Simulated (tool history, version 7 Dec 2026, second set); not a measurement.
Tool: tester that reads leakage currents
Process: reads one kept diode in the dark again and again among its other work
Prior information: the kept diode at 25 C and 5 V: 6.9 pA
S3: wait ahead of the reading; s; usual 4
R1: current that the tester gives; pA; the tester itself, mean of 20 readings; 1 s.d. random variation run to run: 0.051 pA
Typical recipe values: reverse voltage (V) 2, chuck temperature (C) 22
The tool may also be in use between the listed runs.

run 1 hour=0 | reverse_voltage_(V)=2 chuck_temperature_(C)=22 S3=4 | R1=7.04
run 2 hour=104.4 | reverse_voltage_(V)=2 chuck_temperature_(C)=54 S3=4 | R1=55
run 3 hour=292.3 | reverse_voltage_(V)=2.11 chuck_temperature_(C)=22 S3=4 | R1=7.59
run 4 hour=426.8 | reverse_voltage_(V)=2.11 chuck_temperature_(C)=22 S3=4 | R1=7.83
run 5 hour=590.2 | reverse_voltage_(V)=2 chuck_temperature_(C)=22 S3=4 | R1=7.81
run 6 hour=704.3 | reverse_voltage_(V)=2 chuck_temperature_(C)=22 S3=4 | R1=7.97
run 7 hour=855 | reverse_voltage_(V)=2 chuck_temperature_(C)=22 S3=4 | R1=8.11
run 8 hour=1061.8 | reverse_voltage_(V)=2 chuck_temperature_(C)=22 S3=4 | R1=8.48
-- hour=1247.6 chuck's temperature calibrated
run 9 hour=1248.3 | reverse_voltage_(V)=2 chuck_temperature_(C)=22 S3=4 | R1=9.31
run 10 hour=1347.9 | reverse_voltage_(V)=2 chuck_temperature_(C)=47 S3=4 | R1=37.45
-- hour=1458.2 probe card cleaned and baked
run 11 hour=1545.4 | reverse_voltage_(V)=2 chuck_temperature_(C)=47 S3=4 | R1=31.48
run 12 hour=1722 | reverse_voltage_(V)=2 chuck_temperature_(C)=47 S3=4 | R1=31.27
run 13 hour=1875.8 | reverse_voltage_(V)=2 chuck_temperature_(C)=47 S3=4 | R1=31.46
run 14 hour=2083.6 | reverse_voltage_(V)=2 chuck_temperature_(C)=47 S3=4 | R1=31.35
run 15 hour=2222 | reverse_voltage_(V)=2 chuck_temperature_(C)=47 S3=4 | R1=31.4
-- hour=2237.3 tester calibrated
run 16 hour=2359.4 | reverse_voltage_(V)=2 chuck_temperature_(C)=20 S3=4 | R1=4.31
run 17 hour=2501.9 | reverse_voltage_(V)=2 chuck_temperature_(C)=20 S3=4 | R1=4.47
run 18 hour=2655.4 | reverse_voltage_(V)=2 chuck_temperature_(C)=20 S3=4 | R1=4.69
run 19 hour=2817.2 | reverse_voltage_(V)=1.5 chuck_temperature_(C)=22 S3=4 | R1=4.56
run 20 hour=2982.9 | reverse_voltage_(V)=1.5 chuck_temperature_(C)=22 S3=4 | R1=4.69
run 21 hour=3155.3 | reverse_voltage_(V)=1.03 chuck_temperature_(C)=22 S3=4 | R1=3.8
run 22 hour=3273 | reverse_voltage_(V)=1.03 chuck_temperature_(C)=40 S3=1.86 | R1=13.49
run 23 hour=3395.1 | reverse_voltage_(V)=2.44 chuck_temperature_(C)=60 S3=4.1 | R1=89.09
run 24 hour=3504 | reverse_voltage_(V)=2.44 chuck_temperature_(C)=60 S3=4.1 | R1=89.02
-- hour=3561.7 tester calibrated, once more
run 25 hour=3641.5 | reverse_voltage_(V)=6.5 chuck_temperature_(C)=31 S3=0.43 | R1=24.6
-- hour=3683.8 chuck's temperature calibrated
run 26 hour=3859.3 | reverse_voltage_(V)=6.5 chuck_temperature_(C)=31 S3=0.43 | R1=27.53
run 27 hour=4066.8 | reverse_voltage_(V)=1.04 chuck_temperature_(C)=31 S3=0.33 | R1=8.52
run 28 hour=4204.1 | reverse_voltage_(V)=1.04 chuck_temperature_(C)=31 S3=0.33 | R1=8.61
run 29 hour=4426.1 | reverse_voltage_(V)=1.04 chuck_temperature_(C)=31 S3=0.33 | R1=8.73
run 30 hour=4614.5 | reverse_voltage_(V)=14.44 chuck_temperature_(C)=34 S3=4 | R1=58.38
run 31 hour=4772.7 | reverse_voltage_(V)=14.44 chuck_temperature_(C)=34 S3=4 | R1=60.39
run 32 hour=4886.7 | reverse_voltage_(V)=4.16 chuck_temperature_(C)=32 S3=1.91 | R1=22.57
run 33 hour=5053.3 | reverse_voltage_(V)=2.43 chuck_temperature_(C)=22 S3=0.65 | R1=10.62
-- hour=5154.2 probe card cleaned and baked
run 34 hour=5204.6 | reverse_voltage_(V)=2.43 chuck_temperature_(C)=35 S3=5.31 | R1=11.87
run 35 hour=5403.7 | reverse_voltage_(V)=2.43 chuck_temperature_(C)=35 S3=5.31 | R1=12.16
run 36 hour=5608.1 | reverse_voltage_(V)=6.65 chuck_temperature_(C)=26 S3=2.06 | R1=10.77
run 37 hour=5789.2 | reverse_voltage_(V)=17.72 chuck_temperature_(C)=49 S3=2.06 | R1=96.61
run 38 hour=5887.9 | reverse_voltage_(V)=2.92 chuck_temperature_(C)=38 S3=1.7 | R1=17.81

Some steps in R1 between neighbouring runs. How much of each would the tool show without its hidden state too (settings, what came in, random variation), and how much is left for the hidden state, with any gauge scatter that isn't in both results?
Hidden state present: stray current of the dirty probe card, pA a volt; current scale over the true one, %; true chuck temperature over the reading, C; drift of the gauge itself on leakage_pa, %.
Run 22 -> 23: reverse voltage (V) 1.03 -> 2.44, chuck temperature (C) 40 -> 60, S3 1.86 -> 4.1. R1 +75.6 pA: hidden state -5.12, all else +80.72.
Run 24 -> 25: reverse voltage (V) 2.44 -> 6.5, chuck temperature (C) 60 -> 31, S3 4.1 -> 0.43, tester calibrated, once more. R1 -64.42 pA: hidden state +14.08, all else -78.5.
Run 29 -> 30: reverse voltage (V) 1.04 -> 14.44, chuck temperature (C) 31 -> 34, S3 0.33 -> 4. R1 +49.65 pA: hidden state +30.86, all else +18.79.
Run 31 -> 32: reverse voltage (V) 14.44 -> 4.16, chuck temperature (C) 34 -> 32, S3 4 -> 1.91. R1 -37.82 pA: hidden state -24.76, all else -13.06.
Run 36 -> 37: reverse voltage (V) 6.65 -> 17.72, chuck temperature (C) 26 -> 49. R1 +85.84 pA: hidden state -1.35, all else +87.19.
Run 37 -> 38: reverse voltage (V) 17.72 -> 2.92, chuck temperature (C) 49 -> 38, S3 2.06 -> 1.7. R1 -78.8 pA: hidden state -0.39, all else -78.41.
